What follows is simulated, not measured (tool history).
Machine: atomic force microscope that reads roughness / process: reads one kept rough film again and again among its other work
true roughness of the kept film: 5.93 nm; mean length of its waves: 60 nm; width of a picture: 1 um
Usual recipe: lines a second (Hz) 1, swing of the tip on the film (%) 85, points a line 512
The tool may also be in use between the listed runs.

run     day  lines a second (Hz)  swing of the tip on the film (%)  points a line  roughness of the kept film (nm (root mean square))
  1       0                    1                                85            512                                               4.907
  2   0.638                    1                                65            512                                               5.024
  3   1.675                    1                                65            512                                               4.685
  4   2.142                    1                                58            512                                               4.608
      2.542  -- new tip fitted
  5   2.608                    1                                58            747                                               5.403
  6   3.212                 0.52                                58            747                                               5.204
  7   4.212                    1                                86            512                                               4.388
      5.208  -- new tip fitted
  8   5.221                    1                                86            512                                               4.966
  9   5.879                    1                                86            512                                               4.685
 10    6.95                    1                                69            512                                               4.602
 11     7.4                    1                                69            512                                               4.484
      7.946  -- new tip fitted
 12   8.421                    1                                69            512                                               5.081
 13   8.979                    1                                69            512                                               4.875
 14   9.771                    1                                85            263                                               4.375
 15  10.562                    1                                58            512                                               4.509
     10.633  -- new tip fitted
 16  11.292                    1                                60            512                                               5.119
 17  12.208                    1                                60            512                                               4.779
     12.308  -- height scale calibrated on a step standard
 18  13.062                    1                                60            512                                               4.542
     13.438  -- new tip fitted
 19  14.038                    1                                85            512                                               4.726
 20  14.562                 2.51                                85            494                                               3.945
 21  15.608                 2.51                                85            494                                               3.687
     16.112  -- new tip fitted
 22  16.175                 2.48                                83            610                                               4.396
 23  16.704                 3.68                                83            480                                               3.839
 24  17.167                 3.24                                65            480                                               4.536
 25  18.171                 3.24                                65            480                                               4.217
     18.692  -- height scale calibrated on a step standard, once more
     18.846  -- new tip fitted
 26  19.279                 0.63                                80            537                                               5.051
 27  19.717                 1.47                                57            512                                               5.018
 28  20.179                 1.47                                57            512                                               4.839
 29  20.912                 1.47                                57            512                                               4.613
 30    21.5                 1.92                                64            636                                               4.324
     21.588  -- new tip fitted
 31  22.267                 1.92                                64            636                                               4.962
 32  23.312                 1.52                                85            311                                               4.185
 33  23.988                 2.68                                68            362                                               4.177
     24.312  -- new tip fitted
 34  24.754                 2.68                                68            362                                               4.744
 35  25.283                 2.68                                68            362                                               4.605
 36    25.8                 3.22                                55            565                                               4.701
 37  26.475                 3.22                                76            284                                               3.843

Below are 3 alternative next runs, each starting from the tool's condition after run 37. Predict each:
     26.983  -- new tip fitted
  A  26.983                 3.22                                84            819                                                   ?
     26.983  -- new tip fitted
  B  26.983                 1.64                                85            417                                                   ?
     26.983  -- new tip fitted
  C  26.983                 2.81                                75            655                                                   ?

run  roughness of the kept film (nm (root mean square))
  A                                               4.123
  B                                               4.702
  C                                               4.625
Take away the tool's hidden state, keep each run's random variation, and the runs would have read:
run  roughness of the kept film (nm (root mean square))
  A                                                4.14
  B                                               4.721
  C                                               4.643
